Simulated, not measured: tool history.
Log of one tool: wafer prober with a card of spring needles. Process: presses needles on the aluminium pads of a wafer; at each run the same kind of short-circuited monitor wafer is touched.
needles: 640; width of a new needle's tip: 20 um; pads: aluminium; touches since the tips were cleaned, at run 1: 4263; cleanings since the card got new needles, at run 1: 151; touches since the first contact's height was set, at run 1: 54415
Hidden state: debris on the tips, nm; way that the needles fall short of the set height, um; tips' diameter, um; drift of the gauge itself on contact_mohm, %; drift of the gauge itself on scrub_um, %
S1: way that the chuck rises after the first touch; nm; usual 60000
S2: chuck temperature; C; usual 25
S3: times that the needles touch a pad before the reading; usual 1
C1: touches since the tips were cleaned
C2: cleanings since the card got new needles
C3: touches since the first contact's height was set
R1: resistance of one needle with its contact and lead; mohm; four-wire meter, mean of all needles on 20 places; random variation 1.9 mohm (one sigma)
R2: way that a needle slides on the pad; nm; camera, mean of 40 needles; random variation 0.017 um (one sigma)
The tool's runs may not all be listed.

{"run": 1, "hour": 0.0, "S1": 60000, "S2": 25, "S3": 1, "C1": 4263, "C2": 151, "C3": 54415, "R1": 534, "R2": 16480}
{"hour": 4.4, "done": "tips cleaned on abrasive film"}
{"hour": 26.0, "done": "tips cleaned on abrasive film"}
{"hour": 47.6, "done": "tips cleaned on abrasive film"}
{"run": 2, "hour": 54.3, "S1": 46000, "S2": 25, "S3": 1, "C1": 1721, "C2": 154, "C3": 68130, "R1": 594, "R2": 12550}
{"hour": 67.3, "done": "tips cleaned on abrasive film"}
{"hour": 84.6, "done": "tips cleaned on abrasive film"}
{"hour": 105.3, "done": "tips cleaned on abrasive film"}
{"run": 3, "hour": 105.7, "S1": 50000, "S2": 25, "S3": 1, "C1": 92, "C2": 157, "C3": 81081, "R1": 288, "R2": 13610}
{"hour": 125.9, "done": "tips cleaned on abrasive film"}
{"hour": 146.2, "done": "tips cleaned on abrasive film"}
{"hour": 150.1, "done": "height of the first contact set anew"}
{"hour": 166.9, "done": "tips cleaned on abrasive film"}
{"run": 4, "hour": 167.8, "S1": 50000, "S2": 25, "S3": 1, "C1": 223, "C2": 160, "C3": 4471, "R1": 323, "R2": 13830}
{"hour": 184.5, "done": "tips cleaned on abrasive film"}
{"hour": 206.1, "done": "tips cleaned on abrasive film"}
{"hour": 227.5, "done": "tips cleaned on abrasive film"}
{"run": 5, "hour": 235.8, "S1": 50000, "S2": 25, "S3": 1, "C1": 2109, "C2": 163, "C3": 21661, "R1": 526, "R2": 13820}
{"hour": 247.1, "done": "tips cleaned on abrasive film"}
{"hour": 267.7, "done": "tips cleaned on abrasive film"}
{"run": 6, "hour": 276.8, "S1": 60000, "S2": 25, "S3": 1, "C1": 2298, "C2": 165, "C3": 32005, "R1": 471, "R2": 16530}
{"hour": 289.0, "done": "tips cleaned on abrasive film"}
{"hour": 309.7, "done": "tips cleaned on abrasive film"}
{"hour": 331.3, "done": "tips cleaned on abrasive film"}
{"run": 7, "hour": 337.5, "S1": 60000, "S2": 25, "S3": 1, "C1": 1570, "C2": 168, "C3": 47328, "R1": 405, "R2": 16510}
{"hour": 350.4, "done": "tips cleaned on abrasive film"}
{"hour": 371.2, "done": "tips cleaned on abrasive film"}
{"hour": 392.8, "done": "tips cleaned on abrasive film"}
{"run": 8, "hour": 406.1, "S1": 60000, "S2": 25, "S3": 1, "C1": 3378, "C2": 171, "C3": 64658, "R1": 543, "R2": 16440}
{"hour": 410.5, "done": "tips cleaned on abrasive film"}
{"hour": 431.4, "done": "tips cleaned on abrasive film"}
{"hour": 453.0, "done": "tips cleaned on abrasive film"}
{"hour": 474.3, "done": "tips cleaned on abrasive film"}
{"run": 9, "hour": 477.2, "S1": 60000, "S2": 25, "S3": 1, "C1": 734, "C2": 175, "C3": 82609, "R1": 344, "R2": 16380}
{"hour": 494.0, "done": "tips cleaned on abrasive film"}
{"hour": 515.6, "done": "tips cleaned on abrasive film"}
{"hour": 515.9, "done": "height of the first contact set anew"}
{"hour": 536.9, "done": "tips cleaned on abrasive film"}
{"hour": 556.0, "done": "tips cleaned on abrasive film"}
{"run": 10, "hour": 556.0, "S1": 60000, "S2": 25, "S3": 1, "C1": 0, "C2": 179, "C3": 10121, "R1": 247, "R2": 16600}
{"hour": 576.9, "done": "tips cleaned on abrasive film"}
{"hour": 597.8, "done": "tips cleaned on abrasive film"}
{"hour": 619.2, "done": "tips cleaned on abrasive film"}
{"run": 11, "hour": 628.2, "S1": 60000, "S2": 25, "S3": 1, "C1": 2281, "C2": 182, "C3": 28359, "R1": 464, "R2": 16520}
{"hour": 640.4, "done": "tips cleaned on abrasive film"}
{"hour": 661.5, "done": "tips cleaned on abrasive film"}
{"run": 12, "hour": 668.8, "S1": 60000, "S2": 25, "S3": 1, "C1": 1845, "C2": 184, "C3": 38616, "R1": 451, "R2": 16490}
{"hour": 681.8, "done": "tips cleaned on abrasive film"}
{"hour": 701.3, "done": "tips cleaned on abrasive film"}
{"hour": 722.2, "done": "tips cleaned on abrasive film"}
{"run": 13, "hour": 727.7, "S1": 60000, "S2": 25, "S3": 1, "C1": 1398, "C2": 187, "C3": 53500, "R1": 424, "R2": 16480}
{"hour": 740.0, "done": "tips cleaned on abrasive film"}
{"hour": 757.2, "done": "tips cleaned on abrasive film"}
{"run": 14, "hour": 766.5, "S1": 60000, "S2": 25, "S3": 1, "C1": 2341, "C2": 189, "C3": 63280, "R1": 479, "R2": 16430}
{"hour": 775.2, "done": "tips cleaned on abrasive film"}
{"hour": 792.5, "done": "tips cleaned on abrasive film"}
{"run": 15, "hour": 806.6, "S1": 72000, "S2": 52, "S3": 1, "C1": 3597, "C2": 191, "C3": 73419, "R1": 434, "R2": 19750}
{"hour": 811.0, "done": "tips cleaned on abrasive film"}
{"hour": 831.0, "done": "tips cleaned on abrasive film"}
{"run": 16, "hour": 841.7, "S1": 70000, "S2": 53, "S3": 1, "C1": 2718, "C2": 193, "C3": 82272, "R1": 425, "R2": 19150}
{"hour": 849.5, "done": "tips cleaned on abrasive film"}
{"hour": 870.1, "done": "tips cleaned on abrasive film"}
{"hour": 882.5, "done": "height of the first contact set anew"}
{"hour": 890.7, "done": "tips cleaned on abrasive film"}
{"run": 17, "hour": 894.4, "S1": 44000, "S2": 45, "S3": 2, "C1": 942, "C2": 196, "C3": 2999, "R1": 380, "R2": 12190}
{"hour": 911.7, "done": "tips cleaned on abrasive film"}
{"hour": 933.3, "done": "tips cleaned on abrasive film"}
{"hour": 952.7, "done": "tips cleaned on abrasive film"}
{"run": 18, "hour": 952.7, "S1": 44000, "S2": 45, "S3": 2, "C1": 0, "C2": 199, "C3": 17714, "R1": 250, "R2": 12120}
{"hour": 971.7, "done": "tips cleaned on abrasive film"}
{"hour": 992.9, "done": "tips cleaned on abrasive film"}
{"run": 19, "hour": 1009.3, "S1": 63000, "S2": 48, "S3": 1, "C1": 4141, "C2": 201, "C3": 32010, "R1": 521, "R2": 17370}
{"hour": 1013.7, "done": "tips cleaned on abrasive film"}
{"hour": 1034.9, "done": "tips cleaned on abrasive film"}
{"hour": 1056.3, "done": "tips cleaned on abrasive film"}
{"hour": 1075.9, "done": "tips cleaned on abrasive film"}
{"run": 20, "hour": 1083.5, "S1": 63000, "S2": 110, "S3": 1, "C1": 1933, "C2": 205, "C3": 50757, "R1": 425, "R2": 17280}
{"hour": 1096.5, "done": "tips cleaned on abrasive film"}
{"hour": 1117.3, "done": "tips cleaned on abrasive film"}
{"hour": 1138.0, "done": "tips cleaned on abrasive film"}
{"run": 21, "hour": 1144.0, "S1": 68000, "S2": 110, "S3": 1, "C1": 1515, "C2": 208, "C3": 66010, "R1": 382, "R2": 18640}
{"hour": 1156.9, "done": "tips cleaned on abrasive film"}
{"hour": 1177.1, "done": "tips cleaned on abrasive film"}
{"run": 22, "hour": 1190.3, "S1": 79000, "S2": 30, "S3": 1, "C1": 3341, "C2": 210, "C3": 77709, "R1": 407, "R2": 21620}
{"hour": 1194.7, "done": "tips cleaned on abrasive film"}
{"hour": 1211.9, "done": "tips cleaned on abrasive film"}
{"hour": 1232.1, "done": "tips cleaned on abrasive film"}
{"hour": 1248.4, "done": "height of the first contact set anew"}
{"hour": 1252.8, "done": "tips cleaned on abrasive film"}
{"run": 23, "hour": 1253.5, "S1": 61000, "S2": 35, "S3": 1, "C1": 162, "C2": 214, "C3": 1251, "R1": 268, "R2": 16870}
{"hour": 1273.0, "done": "tips cleaned on abrasive film"}
{"hour": 1294.0, "done": "tips cleaned on abrasive film"}
{"hour": 1311.5, "done": "tips cleaned on abrasive film"}
{"run": 24, "hour": 1311.5, "S1": 60000, "S2": 65, "S3": 3, "C1": 0, "C2": 217, "C3": 15891, "R1": 228, "R2": 16570}
{"hour": 1333.0, "done": "tips cleaned on abrasive film"}
{"hour": 1353.6, "done": "tips cleaned on abrasive film"}
{"hour": 1374.7, "done": "tips cleaned on abrasive film"}
{"run": 25, "hour": 1380.7, "S1": 60000, "S2": 65, "S3": 3, "C1": 1514, "C2": 220, "C3": 33380, "R1": 290, "R2": 16520}
{"hour": 1392.5, "done": "tips cleaned on abrasive film"}
{"hour": 1412.8, "done": "tips cleaned on abrasive film"}
{"hour": 1433.9, "done": "tips cleaned on abrasive film"}
{"run": 26, "hour": 1443.2, "S1": 74000, "S2": 28, "S3": 2, "C1": 2356, "C2": 223, "C3": 49160, "R1": 320, "R2": 20340}
{"hour": 1451.9, "done": "tips cleaned on abrasive film"}
{"hour": 1472.7, "done": "tips cleaned on abrasive film"}
{"hour": 1494.2, "done": "tips cleaned on abrasive film"}
{"run": 27, "hour": 1502.0, "S1": 41000, "S2": 43, "S3": 2, "C1": 1975, "C2": 226, "C3": 64005, "R1": 573, "R2": 11150}
{"hour": 1514.7, "done": "tips cleaned on abrasive film"}
{"hour": 1535.6, "done": "tips cleaned on abrasive film"}
{"run": 28, "hour": 1541.1, "S1": 60000, "S2": 34, "S3": 1, "C1": 1381, "C2": 228, "C3": 73872, "R1": 428, "R2": 16400}

Forecast each of these 4 alternatives for the next run:
{"hour": 1553.2, "done": "tips cleaned on abrasive film"}
{"hour": 1574.0, "done": "tips cleaned on abrasive film"}
{"run": "A", "hour": 1575.9, "S1": 60000, "S2": 46, "S3": 2, "C1": 482, "C2": 230, "C3": 82670, "R1": "?", "R2": "?"}
{"hour": 1553.2, "done": "tips cleaned on abrasive film"}
{"hour": 1574.0, "done": "tips cleaned on abrasive film"}
{"run": "B", "hour": 1575.9, "S1": 49000, "S2": 59, "S3": 1, "C1": 482, "C2": 230, "C3": 82670, "R1": "?", "R2": "?"}
{"hour": 1553.2, "done": "tips cleaned on abrasive film"}
{"hour": 1574.0, "done": "tips cleaned on abrasive film"}
{"run": "C", "hour": 1575.9, "S1": 48000, "S2": 25, "S3": 1, "C1": 482, "C2": 230, "C3": 82670, "R1": "?", "R2": "?"}
{"hour": 1553.2, "done": "tips cleaned on abrasive film"}
{"hour": 1574.0, "done": "tips cleaned on abrasive film"}
{"run": "D", "hour": 1575.9, "S1": 60000, "S2": 123, "S3": 3, "C1": 482, "C2": 230, "C3": 82670, "R1": "?", "R2": "?"}

run=A R1=275 R2=16340
run=B R1=375 R2=13290
run=C R1=381 R2=13030
run=D R1=266 R2=16330
Without the tool's hidden state the same runs would have given:
run=A R1=204 R2=16630
run=B R1=214 R2=13580
run=C R1=205 R2=13320
run=D R1=224 R2=16620

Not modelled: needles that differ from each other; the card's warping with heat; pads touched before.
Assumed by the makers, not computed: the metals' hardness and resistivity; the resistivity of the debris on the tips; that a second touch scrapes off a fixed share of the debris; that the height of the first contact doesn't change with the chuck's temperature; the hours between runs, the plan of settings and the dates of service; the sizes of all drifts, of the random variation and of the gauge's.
